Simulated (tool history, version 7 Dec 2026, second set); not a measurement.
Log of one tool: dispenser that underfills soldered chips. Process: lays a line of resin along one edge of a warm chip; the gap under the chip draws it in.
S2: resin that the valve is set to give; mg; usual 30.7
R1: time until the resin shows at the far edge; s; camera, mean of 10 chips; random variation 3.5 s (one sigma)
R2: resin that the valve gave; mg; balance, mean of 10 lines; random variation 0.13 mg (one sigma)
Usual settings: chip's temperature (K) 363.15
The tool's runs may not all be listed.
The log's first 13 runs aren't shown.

run 14 hour=150.8 | chip's_temperature_(K)=363.15 S2=30.7 | R1=587.7 R2=30.03
run 15 hour=157.5 | chip's_temperature_(K)=378.15 S2=30.7 | R1=587.1 R2=29.61
-- hour=159.1 new syringe of resin
run 16 hour=172.1 | chip's_temperature_(K)=378.15 S2=30.7 | R1=502.6 R2=29.62
-- hour=176.7 new syringe of resin
run 17 hour=183.9 | chip's_temperature_(K)=363.15 S2=35.7 | R1=501.8 R2=33.89
-- hour=193.1 new syringe of resin
run 18 hour=194.7 | chip's_temperature_(K)=363.15 S2=35.7 | R1=358.6 R2=33.71
-- hour=209.7 new syringe of resin
run 19 hour=209.7 | chip's_temperature_(K)=362.15 S2=35.7 | R1=331.9 R2=33.50
-- hour=226.1 new syringe of resin
run 20 hour=226.1 | chip's_temperature_(K)=367.15 S2=39.3 | R1=286.6 R2=36.47
run 21 hour=235.6 | chip's_temperature_(K)=377.15 S2=27.8 | R1=416.8 R2=25.54
-- hour=242.7 new syringe of resin
run 22 hour=245.9 | chip's_temperature_(K)=356.15 S2=31.8 | R1=480.9 R2=29.24
-- hour=251.4 dispensing valve cleaned and set on the balance
run 23 hour=254.1 | chip's_temperature_(K)=356.15 S2=31.8 | R1=745.0 R2=31.52
-- hour=260.9 new syringe of resin
run 24 hour=261.0 | chip's_temperature_(K)=356.15 S2=31.8 | R1=391.1 R2=31.57
run 25 hour=273.1 | chip's_temperature_(K)=356.15 S2=31.8 | R1=836.7 R2=31.24
-- hour=277.8 new syringe of resin
run 26 hour=287.2 | chip's_temperature_(K)=363.15 S2=30.7 | R1=570.2 R2=30.16
-- hour=294.1 new syringe of resin
run 27 hour=303.2 | chip's_temperature_(K)=363.15 S2=35.7 | R1=570.4 R2=34.43
run 28 hour=310.0 | chip's_temperature_(K)=357.15 S2=36.5 | R1=1008.4 R2=34.92
-- hour=311.6 new syringe of resin
run 29 hour=320.2 | chip's_temperature_(K)=349.15 S2=38.0 | R1=808.7 R2=36.22
-- hour=328.8 new syringe of resin
run 30 hour=333.3 | chip's_temperature_(K)=360.15 S2=32.6 | R1=464.9 R2=31.30
-- hour=345.2 new syringe of resin
run 31 hour=347.0 | chip's_temperature_(K)=369.15 S2=31.7 | R1=316.6 R2=29.93
run 32 hour=354.3 | chip's_temperature_(K)=369.15 S2=31.7 | R1=489.3 R2=29.72
-- hour=362.2 new syringe of resin
run 33 hour=362.8 | chip's_temperature_(K)=358.15 S2=28.6 | R1=389.4 R2=26.82
run 34 hour=370.4 | chip's_temperature_(K)=358.15 S2=35.8 | R1=606.2 R2=33.46
-- hour=378.9 new syringe of resin
run 35 hour=378.9 | chip's_temperature_(K)=370.15 S2=32.3 | R1=269.4 R2=29.88

Forecast each of these 3 alternatives for the next run:
-- hour=386.1 dispensing valve cleaned and set on the balance
-- hour=396.3 new syringe of resin
run A hour=396.3 | chip's_temperature_(K)=378.15 S2=31.1 | R1=? R2=?
-- hour=386.1 dispensing valve cleaned and set on the balance
-- hour=396.3 new syringe of resin
run B hour=396.3 | chip's_temperature_(K)=366.15 S2=30.7 | R1=? R2=?
-- hour=386.1 dispensing valve cleaned and set on the balance
-- hour=396.3 new syringe of resin
run C hour=396.3 | chip's_temperature_(K)=348.15 S2=39.4 | R1=? R2=?

run=A R1=220.1 R2=31.12
run=B R1=294.5 R2=30.87
run=C R1=475.0 R2=39.25
Without the tool's hidden state the same runs would have given:
run=A R1=237.0 R2=31.28
run=B R1=318.5 R2=31.02
run=C R1=518.1 R2=39.45

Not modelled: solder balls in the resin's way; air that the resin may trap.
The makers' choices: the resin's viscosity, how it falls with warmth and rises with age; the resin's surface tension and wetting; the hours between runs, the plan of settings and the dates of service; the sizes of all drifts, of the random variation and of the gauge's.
